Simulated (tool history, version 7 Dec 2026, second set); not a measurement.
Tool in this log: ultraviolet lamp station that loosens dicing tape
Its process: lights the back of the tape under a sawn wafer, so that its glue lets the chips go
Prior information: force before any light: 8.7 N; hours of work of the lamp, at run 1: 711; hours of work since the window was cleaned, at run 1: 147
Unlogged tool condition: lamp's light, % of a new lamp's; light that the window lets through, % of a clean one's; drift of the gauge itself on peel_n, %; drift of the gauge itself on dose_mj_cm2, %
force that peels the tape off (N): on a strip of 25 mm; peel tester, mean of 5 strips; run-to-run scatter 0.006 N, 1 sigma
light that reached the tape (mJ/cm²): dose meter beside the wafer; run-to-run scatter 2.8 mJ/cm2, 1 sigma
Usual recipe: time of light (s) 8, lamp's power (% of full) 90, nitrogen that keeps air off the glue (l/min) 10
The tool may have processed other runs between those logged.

run    hour  time of light (s)  lamp's power (% of full)  nitrogen that keeps air off the glue (l/min)  hours of work of the lamp  hours of work since the window was cleaned  force that peels the tape off (N)  light that reached the tape (mJ/cm²)
  1       0                  8                        90                                            10                        711                                         147                              0.309                                   292
  2    28.3                  8                        90                                            10                        731                                         166                              0.306                                   298
  3    54.6                 14                        90                                            10                        749                                         184                              0.133                                   505
  4   112.1                  8                        90                                            10                        788                                         223                              0.332                                   280
  5   161.6                  8                        90                                            10                        821                                         257                              0.363                                   279
  6   214.6                  8                        90                                            10                        858                                         293                              0.368                                   269
  7   264.8                  8                        90                                            10                        892                                         327                              0.391                                   265
  8   307.3                  8                        90                                            10                        921                                         356                              0.398                                   258
  9   350.4                  8                        90                                            10                        950                                         386                               0.44                                   254
 10   409.3                  8                        90                                            10                        990                                         426                              0.456                                   250
 11   452.3                  8                        90                                            10                       1019                                         455                              0.474                                   239
      481.5  -- lamp changed
 12   496.9                  8                        90                                            10                         10                                         485                              0.197                                   355
 13   529.3                  8                        90                                             4                         33                                         507                              0.497                                   348
      552.1  -- window cleaned of glue's vapour
 14     579                  8                        91                                             4                         66                                          18                              0.366                                   393
 15   629.8                  8                        91                                             4                        101                                          53                              0.415                                   388
 16   694.2                  8                        90                                            10                        145                                          97                              0.192                                   369
 17   757.3                  8                        90                                            10                        188                                         140                              0.203                                   365
 18   791.5                  8                        90                                            10                        211                                         163                              0.199                                   355
 19   836.1                  8                        90                                            10                        241                                         193                              0.212                                   352
 20   871.4                  8                        85                                            10                        265                                         218                               0.24                                   325
 21   903.7                  8                        90                                            10                        287                                         240                              0.214                                   342
 22     961                  8                        90                                            10                        326                                         279                               0.24                                   337
 23  1019.8                  7                        90                                            17                        366                                         319                              0.214                                   288
 24  1073.2                  7                        72                                            19                        403                                         355                              0.321                                   224
 25  1117.4                  5                        85                                            19                        433                                         385                              0.503                                   188
 26  1180.7                 14                        99                                            10                        476                                         428                              0.132                                   588
 27  1207.9                 14                        99                                            10                        495                                         447                              0.133                                   585
 28  1253.1                  9                        66                                             7                        525                                         478                               0.67                                   247
 29  1316.3                  7                        90                                            10                        568                                         521                              0.437                                   256
     1321.8  -- window cleaned of glue's vapour
 30  1376.7                  7                        90                                            10                        609                                          37                              0.325                                   282
 31  1430.6                  9                        84                                             6                        646                                          74                              0.387                                   326
 32  1462.7                  9                        84                                             6                        668                                          96                              0.393                                   323
 33    1494                  8                        71                                            10                        689                                         117                              0.507                                   235
 34  1522.2                 14                        64                                             5                        708                                         136                              0.368                                   372
 35  1562.5                 14                        63                                             5                        736                                         164                              0.364                                   362
 36  1614.5                 12                        72                                             5                        771                                         199                              0.423                                   349
 37  1652.1                 12                        72                                            10                        797                                         225                              0.235                                   341
 38  1688.3                  7                        72                                            20                        821                                         250                              0.442                                   195
 39  1745.8                  5                        90                                             5                        861                                         289                              1.775                                   172
 40  1786.9                  5                        90                                             5                        889                                         317                              1.879                                   165
 41  1846.7                 16                        85                                             5                        929                                         358                              0.208                                   487
 42  1911.9                  8                        75                                             7                        974                                         402                               0.93                                   207
 43  1954.8                  5                        68                                             4                       1003                                         431                              3.255                                   119

Had the tool no unlogged condition, and each run kept its random variation, what would the results have been?
run  force that peels the tape off (N)  light that reached the tape (mJ/cm²)
  1                               0.18                                   399
  2                              0.169                                   411
  3                              0.123                                   706
  4                              0.167                                   402
  5                               0.18                                   409
  6                               0.17                                   405
  7                              0.171                                   408
  8                              0.163                                   404
  9                              0.169                                   406
 10                              0.173                                   410
 11                              0.164                                   403
 12                               0.16                                   405
 13                              0.355                                   402
 14                              0.334                                   409
 15                              0.363                                   411
 16                               0.17                                   401
 17                              0.173                                   407
 18                              0.166                                   401
 19                              0.173                                   404
 20                              0.184                                   379
 21                              0.165                                   404
 22                              0.178                                   407
 23                              0.159                                   356
 24                              0.198                                   284
 25                              0.285                                   241
 26                              0.129                                   778
 27                               0.13                                   781
 28                              0.331                                   336
 29                              0.216                                   358
 30                              0.195                                   358
 31                              0.218                                   424
 32                              0.215                                   426
 33                              0.265                                   316
 34                              0.206                                   504
 35                              0.188                                   498
 36                              0.208                                   491
 37                              0.153                                   487
 38                              0.199                                   284
 39                              0.851                                   256
 40                              0.873                                   252
 41                              0.142                                   763
 42                              0.314                                   336
 43                              1.725                                   195

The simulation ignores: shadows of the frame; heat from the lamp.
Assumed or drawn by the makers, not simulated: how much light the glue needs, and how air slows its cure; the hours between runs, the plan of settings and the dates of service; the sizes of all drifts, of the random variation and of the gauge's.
